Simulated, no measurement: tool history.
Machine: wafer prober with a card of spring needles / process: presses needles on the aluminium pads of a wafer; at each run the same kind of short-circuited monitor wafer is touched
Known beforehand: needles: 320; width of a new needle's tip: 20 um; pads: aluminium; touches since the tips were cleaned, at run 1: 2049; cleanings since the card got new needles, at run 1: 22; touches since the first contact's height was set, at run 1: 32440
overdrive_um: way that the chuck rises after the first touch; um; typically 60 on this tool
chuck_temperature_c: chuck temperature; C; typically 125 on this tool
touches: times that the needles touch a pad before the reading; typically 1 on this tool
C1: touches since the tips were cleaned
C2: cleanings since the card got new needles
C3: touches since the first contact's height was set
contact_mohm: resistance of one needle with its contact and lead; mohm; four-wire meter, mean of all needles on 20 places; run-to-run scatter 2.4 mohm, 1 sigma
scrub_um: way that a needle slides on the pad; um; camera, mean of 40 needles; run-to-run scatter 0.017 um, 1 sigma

run 1 hour=0 | overdrive_um=60 chuck_temperature_c=125 touches=1 | C1=2049 C2=22 C3=32440 | contact_mohm=287 scrub_um=11.93
-- hour=17.5 tips cleaned on abrasive film
run 2 hour=22.1 | overdrive_um=60 chuck_temperature_c=125 touches=1 | C1=1654 C2=23 C3=40360 | contact_mohm=289 scrub_um=11.93
-- hour=42.4 tips cleaned on abrasive film
run 3 hour=42.9 | overdrive_um=60 chuck_temperature_c=125 touches=1 | C1=200 C2=24 C3=47809 | contact_mohm=270 scrub_um=11.87
-- hour=65.1 tips cleaned on abrasive film
run 4 hour=68 | overdrive_um=60 chuck_temperature_c=125 touches=1 | C1=1030 C2=25 C3=56770 | contact_mohm=288 scrub_um=11.89
run 5 hour=81.5 | overdrive_um=60 chuck_temperature_c=125 touches=1 | C1=5910 C2=25 C3=61650 | contact_mohm=301 scrub_um=11.87
-- hour=89.9 tips cleaned on abrasive film
run 6 hour=99.9 | overdrive_um=60 chuck_temperature_c=125 touches=1 | C1=3603 C2=26 C3=68205 | contact_mohm=299 scrub_um=11.87
run 7 hour=110.7 | overdrive_um=60 chuck_temperature_c=125 touches=1 | C1=7504 C2=26 C3=72106 | contact_mohm=305 scrub_um=11.86
-- hour=112.8 tips cleaned on abrasive film
run 8 hour=122.7 | overdrive_um=60 chuck_temperature_c=77 touches=1 | C1=3541 C2=27 C3=76362 | contact_mohm=280 scrub_um=11.88
-- hour=136.5 tips cleaned on abrasive film
run 9 hour=149.5 | overdrive_um=60 chuck_temperature_c=77 touches=1 | C1=4648 C2=28 C3=85963 | contact_mohm=290 scrub_um=11.85
-- hour=159.3 tips cleaned on abrasive film
run 10 hour=169.3 | overdrive_um=75 chuck_temperature_c=125 touches=1 | C1=3590 C2=29 C3=93059 | contact_mohm=277 scrub_um=14.84
-- hour=183 tips cleaned on abrasive film
run 11 hour=188.4 | overdrive_um=75 chuck_temperature_c=125 touches=1 | C1=1964 C2=30 C3=99899 | contact_mohm=271 scrub_um=14.82
-- hour=207.2 tips cleaned on abrasive film
run 12 hour=210.5 | overdrive_um=75 chuck_temperature_c=125 touches=1 | C1=1195 C2=31 C3=107817 | contact_mohm=272 scrub_um=14.82
-- hour=230.4 tips cleaned on abrasive film
run 13 hour=236.4 | overdrive_um=57 chuck_temperature_c=125 touches=1 | C1=2158 C2=32 C3=117087 | contact_mohm=291 scrub_um=11.21
-- hour=253.2 tips cleaned on abrasive film
run 14 hour=261.4 | overdrive_um=57 chuck_temperature_c=125 touches=1 | C1=2940 C2=33 C3=126041 | contact_mohm=297 scrub_um=11.2
-- hour=276.8 tips cleaned on abrasive film
run 15 hour=287.4 | overdrive_um=73 chuck_temperature_c=113 touches=2 | C1=3812 C2=34 C3=135343 | contact_mohm=273 scrub_um=14.39
-- hour=301.2 tips cleaned on abrasive film
run 16 hour=311.4 | overdrive_um=57 chuck_temperature_c=72 touches=2 | C1=3683 C2=35 C3=143936 | contact_mohm=277 scrub_um=11.19
-- hour=324.3 tips cleaned on abrasive film
run 17 hour=331.1 | overdrive_um=57 chuck_temperature_c=72 touches=2 | C1=2444 C2=36 C3=150998 | contact_mohm=269 scrub_um=11.2
-- hour=347.8 tips cleaned on abrasive film
run 18 hour=356.9 | overdrive_um=49 chuck_temperature_c=125 touches=1 | C1=3267 C2=37 C3=160208 | contact_mohm=311 scrub_um=9.58
-- hour=372 tips cleaned on abrasive film
run 19 hour=374.3 | overdrive_um=60 chuck_temperature_c=125 touches=2 | C1=832 C2=38 C3=166457 | contact_mohm=278 scrub_um=11.76
-- hour=395.1 tips cleaned on abrasive film
run 20 hour=399.4 | overdrive_um=48 chuck_temperature_c=40 touches=2 | C1=1565 C2=39 C3=175452 | contact_mohm=265 scrub_um=9.36
-- hour=402.2 height of the first contact set anew
-- hour=418.2 tips cleaned on abrasive film
run 21 hour=425.7 | overdrive_um=48 chuck_temperature_c=54 touches=1 | C1=2708 C2=40 C3=8426 | contact_mohm=290 scrub_um=9.52
run 22 hour=440.5 | overdrive_um=51 chuck_temperature_c=36 touches=2 | C1=8012 C2=40 C3=13730 | contact_mohm=280 scrub_um=10.15
-- hour=442.2 tips cleaned on abrasive film
-- hour=465 tips cleaned on abrasive film
run 23 hour=466.3 | overdrive_um=41 chuck_temperature_c=81 touches=2 | C1=474 C2=42 C3=22958 | contact_mohm=273 scrub_um=8.15
run 24 hour=477.3 | overdrive_um=41 chuck_temperature_c=81 touches=2 | C1=4428 C2=42 C3=26912 | contact_mohm=306 scrub_um=8.17
-- hour=488.4 tips cleaned on abrasive film
run 25 hour=490.8 | overdrive_um=63 chuck_temperature_c=38 touches=2 | C1=879 C2=43 C3=31738 | contact_mohm=253 scrub_um=12.53
-- hour=512.3 tips cleaned on abrasive film
run 26 hour=512.3 | overdrive_um=63 chuck_temperature_c=38 touches=2 | C1=0 C2=44 C3=39432 | contact_mohm=243 scrub_um=12.5
-- hour=536.8 tips cleaned on abrasive film
run 27 hour=537.3 | overdrive_um=60 chuck_temperature_c=84 touches=1 | C1=158 C2=45 C3=48354 | contact_mohm=262 scrub_um=11.9
run 28 hour=552.7 | overdrive_um=57 chuck_temperature_c=120 touches=1 | C1=5711 C2=45 C3=53907 | contact_mohm=304 scrub_um=11.31

Predict each of these 3 candidate next runs independently; none follows another, all start after run 28:
-- hour=560.3 tips cleaned on abrasive film
run A hour=567.7 | overdrive_um=60 chuck_temperature_c=26 touches=2 | C1=2654 C2=46 C3=59251 | contact_mohm=? scrub_um=?
-- hour=560.3 tips cleaned on abrasive film
run B hour=567.7 | overdrive_um=57 chuck_temperature_c=76 touches=3 | C1=2654 C2=46 C3=59251 | contact_mohm=? scrub_um=?
-- hour=560.3 tips cleaned on abrasive film
run C hour=567.7 | overdrive_um=52 chuck_temperature_c=113 touches=1 | C1=2654 C2=46 C3=59251 | contact_mohm=? scrub_um=?

run=A contact_mohm=258 scrub_um=11.89
run=B contact_mohm=267 scrub_um=11.28
run=C contact_mohm=297 scrub_um=10.31
With no hidden state in the tool, these same runs would have given:
run=A contact_mohm=242 scrub_um=11.96
run=B contact_mohm=257 scrub_um=11.35
run=C contact_mohm=266 scrub_um=10.38
